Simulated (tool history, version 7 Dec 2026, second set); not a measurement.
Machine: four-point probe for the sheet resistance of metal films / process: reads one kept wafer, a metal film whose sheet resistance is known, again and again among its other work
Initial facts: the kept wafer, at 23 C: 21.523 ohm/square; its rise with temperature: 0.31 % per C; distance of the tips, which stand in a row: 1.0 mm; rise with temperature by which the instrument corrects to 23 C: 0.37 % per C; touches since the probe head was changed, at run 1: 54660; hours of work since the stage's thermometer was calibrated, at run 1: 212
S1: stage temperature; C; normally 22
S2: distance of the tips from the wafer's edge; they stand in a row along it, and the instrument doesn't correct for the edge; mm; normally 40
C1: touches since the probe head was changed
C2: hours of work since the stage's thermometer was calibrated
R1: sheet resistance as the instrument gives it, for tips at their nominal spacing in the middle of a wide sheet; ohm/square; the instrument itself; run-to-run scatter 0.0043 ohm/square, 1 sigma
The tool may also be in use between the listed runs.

{"run": 1, "day": 0.0, "S1": 22, "S2": 40, "C1": 54660, "C2": 212, "R1": 21.496006}
{"run": 2, "day": 3.388, "S1": 22, "S2": 40, "C1": 57056, "C2": 248, "R1": 21.492716}
{"run": 3, "day": 6.325, "S1": 22, "S2": 40, "C1": 59135, "C2": 279, "R1": 21.490943}
{"run": 4, "day": 9.138, "S1": 22, "S2": 40, "C1": 61127, "C2": 309, "R1": 21.489727}
{"run": 5, "day": 11.446, "S1": 22, "S2": 40, "C1": 62761, "C2": 334, "R1": 21.494475}
{"run": 6, "day": 13.55, "S1": 34, "S2": 40, "C1": 64248, "C2": 356, "R1": 21.332152}
{"run": 7, "day": 15.175, "S1": 22, "S2": 40, "C1": 65399, "C2": 373, "R1": 21.498685}
{"run": 8, "day": 18.188, "S1": 22, "S2": 40, "C1": 67531, "C2": 405, "R1": 21.497042}
{"run": 9, "day": 21.846, "S1": 22, "S2": 40, "C1": 70119, "C2": 444, "R1": 21.493121}
{"run": 10, "day": 24.746, "S1": 22, "S2": 40, "C1": 72172, "C2": 475, "R1": 21.497784}
{"run": 11, "day": 28.171, "S1": 22, "S2": 40, "C1": 74597, "C2": 512, "R1": 21.493454}
{"run": 12, "day": 30.592, "S1": 22, "S2": 36, "C1": 76309, "C2": 537, "R1": 21.501956}
{"run": 13, "day": 33.704, "S1": 22, "S2": 13, "C1": 78511, "C2": 570, "R1": 21.554011}
{"run": 14, "day": 37.058, "S1": 34, "S2": 40, "C1": 80887, "C2": 606, "R1": 21.343661}
{"run": 15, "day": 40.779, "S1": 22, "S2": 40, "C1": 83520, "C2": 646, "R1": 21.493197}
{"run": 16, "day": 42.621, "S1": 22, "S2": 40, "C1": 84821, "C2": 665, "R1": 21.479494}
{"run": 17, "day": 44.738, "S1": 22, "S2": 40, "C1": 86321, "C2": 688, "R1": 21.480469}
{"run": 18, "day": 47.075, "S1": 22, "S2": 10, "C1": 87974, "C2": 713, "R1": 21.602269}
{"run": 19, "day": 49.458, "S1": 22, "S2": 10, "C1": 89661, "C2": 738, "R1": 21.597106}
{"run": 20, "day": 52.533, "S1": 22, "S2": 10, "C1": 91837, "C2": 771, "R1": 21.596089}
{"run": 21, "day": 55.042, "S1": 25, "S2": 40, "C1": 93612, "C2": 798, "R1": 21.448571}
{"run": 22, "day": 57.562, "S1": 25, "S2": 40, "C1": 95397, "C2": 824, "R1": 21.443532}
{"run": 23, "day": 59.529, "S1": 22, "S2": 40, "C1": 96789, "C2": 845, "R1": 21.480894}
{"run": 24, "day": 62.833, "S1": 25, "S2": 66, "C1": 99128, "C2": 881, "R1": 21.438242}
{"run": 25, "day": 66.312, "S1": 25, "S2": 66, "C1": 101590, "C2": 918, "R1": 21.446605}
{"run": 26, "day": 70.104, "S1": 25, "S2": 66, "C1": 104274, "C2": 958, "R1": 21.44482}
{"run": 27, "day": 73.617, "S1": 25, "S2": 66, "C1": 106759, "C2": 995, "R1": 21.446543}
{"run": 28, "day": 76.879, "S1": 25, "S2": 66, "C1": 109069, "C2": 1030, "R1": 21.442713}
{"run": 29, "day": 80.471, "S1": 24, "S2": 61, "C1": 111610, "C2": 1068, "R1": 21.451281}
{"run": 30, "day": 82.725, "S1": 32, "S2": 3, "C1": 113206, "C2": 1092, "R1": 22.553182}
{"run": 31, "day": 85.8, "S1": 32, "S2": 3, "C1": 115380, "C2": 1125, "R1": 22.549564}
{"run": 32, "day": 87.792, "S1": 32, "S2": 3, "C1": 116790, "C2": 1146, "R1": 22.548933}
{"run": 33, "day": 91.296, "S1": 32, "S2": 3, "C1": 119270, "C2": 1184, "R1": 22.555518}
{"run": 34, "day": 93.846, "S1": 32, "S2": 3, "C1": 121076, "C2": 1211, "R1": 22.552487}
{"run": 35, "day": 96.108, "S1": 27, "S2": 23, "C1": 122676, "C2": 1235, "R1": 21.433353}
{"run": 36, "day": 98.979, "S1": 27, "S2": 23, "C1": 124708, "C2": 1265, "R1": 21.43699}
{"run": 37, "day": 101.946, "S1": 28, "S2": 36, "C1": 126807, "C2": 1297, "R1": 21.411493}
{"run": 38, "day": 105.729, "S1": 22, "S2": 5, "C1": 129483, "C2": 1337, "R1": 21.930314}
{"day": 107.992, "done": "stage's thermometer calibrated"}
{"run": 39, "day": 109.208, "S1": 30, "S2": 4, "C1": 131932, "C2": 13, "R1": 22.021582}
{"run": 40, "day": 111.25, "S1": 28, "S2": 47, "C1": 133379, "C2": 35, "R1": 21.359223}
{"run": 41, "day": 113.238, "S1": 23, "S2": 40, "C1": 134783, "C2": 56, "R1": 21.437017}
{"run": 42, "day": 116.879, "S1": 30, "S2": 6, "C1": 137362, "C2": 95, "R1": 21.652281}
{"run": 43, "day": 120.25, "S1": 30, "S2": 69, "C1": 139745, "C2": 130, "R1": 21.335825}
{"run": 44, "day": 123.475, "S1": 30, "S2": 69, "C1": 142028, "C2": 165, "R1": 21.337816}
{"run": 45, "day": 126.238, "S1": 30, "S2": 69, "C1": 143985, "C2": 194, "R1": 21.328364}
{"run": 46, "day": 128.967, "S1": 30, "S2": 69, "C1": 145916, "C2": 223, "R1": 21.333599}

Branching from run 46: 3 alternative next runs. What would each branch give?
{"run": "A", "day": 132.179, "S1": 25, "S2": 41, "C1": 148189, "C2": 258, "R1": "?"}
{"run": "B", "day": 132.179, "S1": 31, "S2": 6, "C1": 148189, "C2": 258, "R1": "?"}
{"run": "C", "day": 132.179, "S1": 31, "S2": 7, "C1": 148189, "C2": 258, "R1": "?"}

run=A R1=21.405824
run=B R1=21.628895
run=C R1=21.555476
Stripped of hidden state, with their random variation kept, the same runs would have yielded:
run=A R1=21.506832
run=B R1=21.730862
run=C R1=21.657129

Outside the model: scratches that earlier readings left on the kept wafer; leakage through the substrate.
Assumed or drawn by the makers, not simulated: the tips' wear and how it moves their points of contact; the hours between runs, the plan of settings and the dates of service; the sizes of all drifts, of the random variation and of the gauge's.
